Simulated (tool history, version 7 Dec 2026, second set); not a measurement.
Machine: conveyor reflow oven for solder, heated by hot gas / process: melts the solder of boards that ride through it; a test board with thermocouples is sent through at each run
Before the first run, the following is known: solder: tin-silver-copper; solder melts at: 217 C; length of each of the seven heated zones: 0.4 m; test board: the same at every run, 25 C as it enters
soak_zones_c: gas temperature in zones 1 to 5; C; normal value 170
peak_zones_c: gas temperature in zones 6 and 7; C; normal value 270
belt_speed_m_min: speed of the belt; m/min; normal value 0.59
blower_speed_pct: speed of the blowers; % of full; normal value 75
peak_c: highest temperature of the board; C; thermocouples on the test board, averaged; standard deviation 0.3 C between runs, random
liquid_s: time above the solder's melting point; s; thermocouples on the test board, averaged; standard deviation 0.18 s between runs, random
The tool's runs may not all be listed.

{"run": 1, "hour": 0.0, "soak_zones_c": 170, "peak_zones_c": 270, "belt_speed_m_min": 0.59, "blower_speed_pct": 75, "peak_c": 262.6, "liquid_s": 68.6}
{"run": 2, "hour": 11.1, "soak_zones_c": 170, "peak_zones_c": 272, "belt_speed_m_min": 0.59, "blower_speed_pct": 75, "peak_c": 263.8, "liquid_s": 69.2}
{"run": 3, "hour": 21.5, "soak_zones_c": 170, "peak_zones_c": 272, "belt_speed_m_min": 0.59, "blower_speed_pct": 75, "peak_c": 264, "liquid_s": 69.3}
{"run": 4, "hour": 28.8, "soak_zones_c": 170, "peak_zones_c": 272, "belt_speed_m_min": 0.59, "blower_speed_pct": 75, "peak_c": 263.6, "liquid_s": 69.6}
{"run": 5, "hour": 40.3, "soak_zones_c": 163, "peak_zones_c": 272, "belt_speed_m_min": 0.59, "blower_speed_pct": 75, "peak_c": 263.6, "liquid_s": 67.1}
{"run": 6, "hour": 47.0, "soak_zones_c": 163, "peak_zones_c": 272, "belt_speed_m_min": 0.59, "blower_speed_pct": 75, "peak_c": 263.6, "liquid_s": 67.1}
{"run": 7, "hour": 52.3, "soak_zones_c": 163, "peak_zones_c": 272, "belt_speed_m_min": 0.59, "blower_speed_pct": 75, "peak_c": 263.9, "liquid_s": 67.2}
{"run": 8, "hour": 57.4, "soak_zones_c": 174, "peak_zones_c": 270, "belt_speed_m_min": 0.59, "blower_speed_pct": 75, "peak_c": 261.9, "liquid_s": 69.9}
{"run": 9, "hour": 63.7, "soak_zones_c": 174, "peak_zones_c": 270, "belt_speed_m_min": 0.59, "blower_speed_pct": 75, "peak_c": 262.9, "liquid_s": 69.9}
{"run": 10, "hour": 70.1, "soak_zones_c": 170, "peak_zones_c": 270, "belt_speed_m_min": 0.59, "blower_speed_pct": 75, "peak_c": 262.2, "liquid_s": 68.4}
{"run": 11, "hour": 81.2, "soak_zones_c": 170, "peak_zones_c": 271, "belt_speed_m_min": 0.59, "blower_speed_pct": 75, "peak_c": 263.2, "liquid_s": 69.4}
{"run": 12, "hour": 91.4, "soak_zones_c": 170, "peak_zones_c": 271, "belt_speed_m_min": 0.59, "blower_speed_pct": 75, "peak_c": 263.5, "liquid_s": 69}
{"run": 13, "hour": 103.1, "soak_zones_c": 170, "peak_zones_c": 271, "belt_speed_m_min": 0.59, "blower_speed_pct": 75, "peak_c": 263.4, "liquid_s": 69.1}
{"run": 14, "hour": 110.8, "soak_zones_c": 170, "peak_zones_c": 271, "belt_speed_m_min": 0.59, "blower_speed_pct": 75, "peak_c": 263.1, "liquid_s": 68.8}
{"run": 15, "hour": 116.0, "soak_zones_c": 170, "peak_zones_c": 270, "belt_speed_m_min": 0.59, "blower_speed_pct": 75, "peak_c": 263, "liquid_s": 68.2}
{"hour": 121.8, "done": "thermocouples of zones 6 and 7 changed"}
{"run": 16, "hour": 127.2, "soak_zones_c": 170, "peak_zones_c": 269, "belt_speed_m_min": 0.544, "blower_speed_pct": 88, "peak_c": 264.8, "liquid_s": 76.7}
{"run": 17, "hour": 136.1, "soak_zones_c": 164, "peak_zones_c": 284, "belt_speed_m_min": 0.59, "blower_speed_pct": 56, "peak_c": 271.4, "liquid_s": 70.1}
{"run": 18, "hour": 146.1, "soak_zones_c": 170, "peak_zones_c": 265, "belt_speed_m_min": 0.584, "blower_speed_pct": 65, "peak_c": 256.1, "liquid_s": 65.1}
{"run": 19, "hour": 154.4, "soak_zones_c": 170, "peak_zones_c": 265, "belt_speed_m_min": 0.584, "blower_speed_pct": 69, "peak_c": 256.8, "liquid_s": 66.1}
{"run": 20, "hour": 163.3, "soak_zones_c": 170, "peak_zones_c": 265, "belt_speed_m_min": 0.612, "blower_speed_pct": 53, "peak_c": 252.2, "liquid_s": 58.4}
{"run": 21, "hour": 169.2, "soak_zones_c": 168, "peak_zones_c": 271, "belt_speed_m_min": 0.59, "blower_speed_pct": 77, "peak_c": 263.7, "liquid_s": 68.5}
{"run": 22, "hour": 174.4, "soak_zones_c": 170, "peak_zones_c": 270, "belt_speed_m_min": 0.59, "blower_speed_pct": 77, "peak_c": 262.7, "liquid_s": 69.2}
{"run": 23, "hour": 181.6, "soak_zones_c": 170, "peak_zones_c": 262, "belt_speed_m_min": 0.67, "blower_speed_pct": 60, "peak_c": 248, "liquid_s": 50.8}
{"run": 24, "hour": 188.9, "soak_zones_c": 168, "peak_zones_c": 262, "belt_speed_m_min": 0.603, "blower_speed_pct": 60, "peak_c": 251, "liquid_s": 58.8}
{"run": 25, "hour": 196.9, "soak_zones_c": 166, "peak_zones_c": 270, "belt_speed_m_min": 0.59, "blower_speed_pct": 76, "peak_c": 261.8, "liquid_s": 67.3}
{"run": 26, "hour": 205.2, "soak_zones_c": 179, "peak_zones_c": 273, "belt_speed_m_min": 0.59, "blower_speed_pct": 75, "peak_c": 265.9, "liquid_s": 73.2}
{"run": 27, "hour": 212.1, "soak_zones_c": 170, "peak_zones_c": 270, "belt_speed_m_min": 0.695, "blower_speed_pct": 75, "peak_c": 258.2, "liquid_s": 55.2}
{"run": 28, "hour": 221.2, "soak_zones_c": 170, "peak_zones_c": 270, "belt_speed_m_min": 0.59, "blower_speed_pct": 75, "peak_c": 262.1, "liquid_s": 68.5}
{"run": 29, "hour": 231.6, "soak_zones_c": 170, "peak_zones_c": 270, "belt_speed_m_min": 0.59, "blower_speed_pct": 75, "peak_c": 262.6, "liquid_s": 68.6}

Each row is a separate what-if for the run after 29, all from the same tool condition, not one after another. Results?
{"run": "A", "hour": 239.8, "soak_zones_c": 184, "peak_zones_c": 270, "belt_speed_m_min": 0.59, "blower_speed_pct": 67, "peak_c": "?", "liquid_s": "?"}
{"run": "B", "hour": 239.8, "soak_zones_c": 172, "peak_zones_c": 270, "belt_speed_m_min": 0.504, "blower_speed_pct": 75, "peak_c": "?", "liquid_s": "?"}
{"run": "C", "hour": 239.8, "soak_zones_c": 170, "peak_zones_c": 274, "belt_speed_m_min": 0.553, "blower_speed_pct": 76, "peak_c": "?", "liquid_s": "?"}

run=A peak_c=262.8 liquid_s=73.2
run=B peak_c=264.9 liquid_s=83.8
run=C peak_c=267.9 liquid_s=76.1
With the hidden condition removed and each run's random variation left untouched, the same runs would have given:
run=A peak_c=262.8 liquid_s=73.1
run=B peak_c=264.9 liquid_s=83.8
run=C peak_c=267.9 liquid_s=76.1
